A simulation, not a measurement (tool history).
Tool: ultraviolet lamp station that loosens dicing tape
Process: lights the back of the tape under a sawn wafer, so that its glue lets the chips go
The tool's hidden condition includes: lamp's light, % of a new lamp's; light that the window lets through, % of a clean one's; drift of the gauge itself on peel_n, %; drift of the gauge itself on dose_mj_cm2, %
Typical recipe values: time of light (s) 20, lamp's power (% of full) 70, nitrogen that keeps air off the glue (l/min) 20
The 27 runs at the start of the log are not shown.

run   hour  time of light (s)  lamp's power (% of full)  nitrogen that keeps air off the glue (l/min)  hours of work of the lamp  hours of work since the window was cleaned  force that peels the tape off (N)  light that reached the tape (J/m2)
 28  227.1                 20                        73                                             8                        142                                          13                              0.955                                5150
 29  236.3                 39                        73                                             8                        146                                          17                              0.329                               10090
 30  247.9                 39                        73                                             8                        151                                          21                              0.323                               10150
 31  259.4                 39                        73                                             8                        155                                          26                              0.343                               10180
 32  266.1                 39                        73                                             8                        158                                          29                              0.324                                9950
 33  272.1                 20                        70                                            17                        160                                          31                              0.618                                4950
 34  279.8                 20                        94                                             8                        163                                          34                              0.627                                6580
 35  285.8                 28                        66                                            25                        166                                          37                              0.301                                6450
 36  290.6                 20                        66                                            20                        168                                          39                               0.61                                4650
 37  301.3                 21                        93                                             8                        172                                          43                              0.583                                6910
 38  307.7                 16                        61                                             8                        175                                          46                              1.759                                3430
 39  315.3                 16                        61                                             8                        178                                          49                              1.767                                3450
 40  324.8                 16                        61                                             8                        182                                          53                              1.788                                3440
 41  333.4                 37                        61                                            13                        185                                          56                              0.321                                7940
 42  343.5                 17                        91                                            34                        189                                          60                               0.35                                5430
 43  354.4                 12                        62                                            13                        194                                          65                              2.041                                2610

Alternative continuations, all from the tool just after run 43; predict every row:
  A  363.8                 26                        85                                            33                        198                                          68                                  ?                                   ?
  B  363.8                 23                        80                                            13                        198                                          68                                  ?                                   ?
  C  363.8                 26                        66                                            13                        198                                          68                                  ?                                   ?

run  force that peels the tape off (N)  light that reached the tape (J/m2)
  A                              0.254                                7790
  B                              0.462                                6550
  C                              0.509                                6070
Stripped of hidden state, with their random variation kept, the same runs would have yielded:
run  force that peels the tape off (N)  light that reached the tape (J/m2)
  A                              0.254                                7790
  B                              0.462                                6550
  C                              0.508                                6070
